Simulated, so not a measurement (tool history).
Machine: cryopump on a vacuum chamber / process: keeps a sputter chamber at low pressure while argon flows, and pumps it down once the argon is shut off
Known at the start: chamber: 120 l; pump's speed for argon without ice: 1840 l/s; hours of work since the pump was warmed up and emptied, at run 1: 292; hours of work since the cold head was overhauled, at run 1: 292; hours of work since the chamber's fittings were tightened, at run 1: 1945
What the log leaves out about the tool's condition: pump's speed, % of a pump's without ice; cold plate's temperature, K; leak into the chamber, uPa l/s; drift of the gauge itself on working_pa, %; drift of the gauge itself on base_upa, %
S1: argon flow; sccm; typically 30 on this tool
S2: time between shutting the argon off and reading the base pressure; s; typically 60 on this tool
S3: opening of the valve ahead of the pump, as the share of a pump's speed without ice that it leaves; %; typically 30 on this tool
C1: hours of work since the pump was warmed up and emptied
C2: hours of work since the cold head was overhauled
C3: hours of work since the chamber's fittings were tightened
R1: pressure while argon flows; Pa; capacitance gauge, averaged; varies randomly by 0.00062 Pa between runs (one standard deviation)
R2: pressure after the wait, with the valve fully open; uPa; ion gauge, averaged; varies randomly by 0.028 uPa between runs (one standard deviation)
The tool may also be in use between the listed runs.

| run | hour | S1 | S2 | S3 | C1 | C2 | C3 | R1 | R2 |
|---|---|---|---|---|---|---|---|---|---|
| 1 | 0 | 30 | 60 | 30 | 292 | 292 | 1945 | 0.0987 | 1.77 |
| 2 | 69.7 | 30 | 60 | 30 | 335 | 335 | 1989 | 0.0986 | 1.79 |
| 3 | 155.2 | 30 | 60 | 30 | 389 | 389 | 2043 | 0.1006 | 1.82 |
| 4 | 215.5 | 30 | 60 | 30 | 427 | 427 | 2081 | 0.1026 | 1.8 |
|  | 269.1 | pump warmed up, emptied and cooled again |
| 5 | 282.2 | 30 | 42 | 30 | 8 | 466 | 2120 | 0.0915 | 2.16 |
| 6 | 403.7 | 30 | 42 | 30 | 85 | 542 | 2196 | 0.0945 | 2.19 |
| 7 | 495.7 | 30 | 42 | 30 | 142 | 600 | 2254 | 0.0942 | 2.26 |
| 8 | 553.7 | 30 | 60 | 30 | 179 | 637 | 2290 | 0.0952 | 1.77 |
| 9 | 635 | 30 | 60 | 30 | 230 | 688 | 2341 | 0.0965 | 1.78 |
| 10 | 754.4 | 43 | 106 | 30 | 305 | 763 | 2417 | 0.1403 | 1.37 |
| 11 | 810.3 | 17 | 53 | 20 | 340 | 798 | 2452 | 0.0823 | 2.08 |
| 12 | 929 | 17 | 53 | 20 | 415 | 873 | 2526 | 0.0837 | 2.08 |
|  | 997.3 | pump warmed up, emptied and cooled again |
| 13 | 1015.4 | 30 | 41 | 30 | 11 | 924 | 2577 | 0.0916 | 2.3 |
| 14 | 1107.4 | 25 | 41 | 30 | 69 | 982 | 2635 | 0.0779 | 2.35 |
| 15 | 1159.5 | 37 | 104 | 56 | 102 | 1014 | 2668 | 0.063 | 1.29 |
| 16 | 1248.2 | 46 | 170 | 24 | 158 | 1070 | 2724 | 0.1814 | 1.02 |
| 17 | 1343.2 | 30 | 40 | 30 | 217 | 1130 | 2784 | 0.0965 | 2.43 |

Branching from run 17: 4 alternative next runs. What would each branch give?
| A | 1443.4 | 30 | 40 | 16 | 280 | 1193 | 2847 | ? | ? |
| B | 1443.4 | 30 | 125 | 30 | 280 | 1193 | 2847 | ? | ? |
| C | 1443.4 | 58 | 40 | 17 | 280 | 1193 | 2847 | ? | ? |
| D | 1443.4 | 24 | 221 | 19 | 280 | 1193 | 2847 | ? | ? |

| run | R1 | R2 |
|---|---|---|
| A | 0.1784 | 2.53 |
| B | 0.0978 | 1.29 |
| C | 0.3259 | 2.57 |
| D | 0.1205 | 1.05 |
Without the tool's hidden state the same runs would have given:
| run | R1 | R2 |
|---|---|---|
| A | 0.1725 | 1.94 |
| B | 0.0919 | 0.7 |
| C | 0.3144 | 1.97 |
| D | 0.1157 | 0.47 |
